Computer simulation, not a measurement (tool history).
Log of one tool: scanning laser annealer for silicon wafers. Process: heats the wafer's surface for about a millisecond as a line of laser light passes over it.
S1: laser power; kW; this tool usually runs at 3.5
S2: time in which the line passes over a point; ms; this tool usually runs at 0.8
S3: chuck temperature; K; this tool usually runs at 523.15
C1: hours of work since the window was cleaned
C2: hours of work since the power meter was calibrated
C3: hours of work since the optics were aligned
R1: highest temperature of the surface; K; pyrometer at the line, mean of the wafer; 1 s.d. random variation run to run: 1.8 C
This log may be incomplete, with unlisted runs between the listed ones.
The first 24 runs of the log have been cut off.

run 25 day=32.392 | S1=3.631 S2=0.796 S3=530.15 | C1=396 C2=577 C3=601 | R1=1386.15
run 26 day=34.012 | S1=3.5 S2=0.952 S3=523.15 | C1=412 C2=593 C3=617 | R1=1425.15
run 27 day=35.104 | S1=3.5 S2=0.952 S3=523.15 | C1=422 C2=604 C3=628 | R1=1423.15
run 28 day=36.15 | S1=3.5 S2=0.836 S3=523.15 | C1=433 C2=614 C3=638 | R1=1366.15
run 29 day=37.067 | S1=3.837 S2=0.8 S3=523.15 | C1=442 C2=623 C3=647 | R1=1442.15
run 30 day=38.633 | S1=3.258 S2=0.674 S3=514.15 | C1=457 C2=638 C3=662 | R1=1196.15
run 31 day=39.908 | S1=3.803 S2=0.918 S3=514.15 | C1=469 C2=651 C3=675 | R1=1490.15
run 32 day=41.6 | S1=3.803 S2=0.918 S3=514.15 | C1=486 C2=667 C3=691 | R1=1490.15
run 33 day=42.688 | S1=3.803 S2=0.749 S3=533.15 | C1=497 C2=678 C3=702 | R1=1404.15
run 34 day=44.233 | S1=3.803 S2=0.607 S3=533.15 | C1=512 C2=693 C3=717 | R1=1308.15
run 35 day=45.888 | S1=3.573 S2=0.618 S3=533.15 | C1=528 C2=709 C3=733 | R1=1258.15
run 36 day=47.242 | S1=3.573 S2=0.618 S3=533.15 | C1=541 C2=722 C3=746 | R1=1259.15
run 37 day=48.067 | S1=3.097 S2=0.576 S3=523.15 | C1=549 C2=730 C3=755 | R1=1106.15
run 38 day=48.942 | S1=3.097 S2=0.576 S3=501.15 | C1=558 C2=739 C3=763 | R1=1084.15
run 39 day=49.95 | S1=3.5 S2=0.661 S3=535.15 | C1=568 C2=749 C3=773 | R1=1270.15
run 40 day=51.158 | S1=3.5 S2=0.653 S3=551.15 | C1=579 C2=761 C3=785 | R1=1276.15

Below are 5 alternative next runs, each starting from the tool's condition after run 40. Predict each:
run A day=52.533 | S1=3.456 S2=0.653 S3=491.15 | C1=593 C2=774 C3=798 | R1=?
run B day=52.533 | S1=3.421 S2=0.917 S3=544.15 | C1=593 C2=774 C3=798 | R1=?
run C day=52.533 | S1=3.848 S2=0.622 S3=547.15 | C1=593 C2=774 C3=798 | R1=?
run D day=52.533 | S1=3.572 S2=0.653 S3=551.15 | C1=593 C2=774 C3=798 | R1=?
run E day=52.533 | S1=2.977 S2=0.647 S3=522.15 | C1=593 C2=774 C3=798 | R1=?

run=A R1=1205.15
run=B R1=1394.15
run=C R1=1341.15
run=D R1=1297.15
run=E R1=1112.15
The same runs, with their run-to-run variation unchanged, on a tool lacking any hidden condition would have given:
run=A R1=1223.15
run=B R1=1415.15
run=C R1=1361.15
run=D R1=1315.15
run=E R1=1127.15
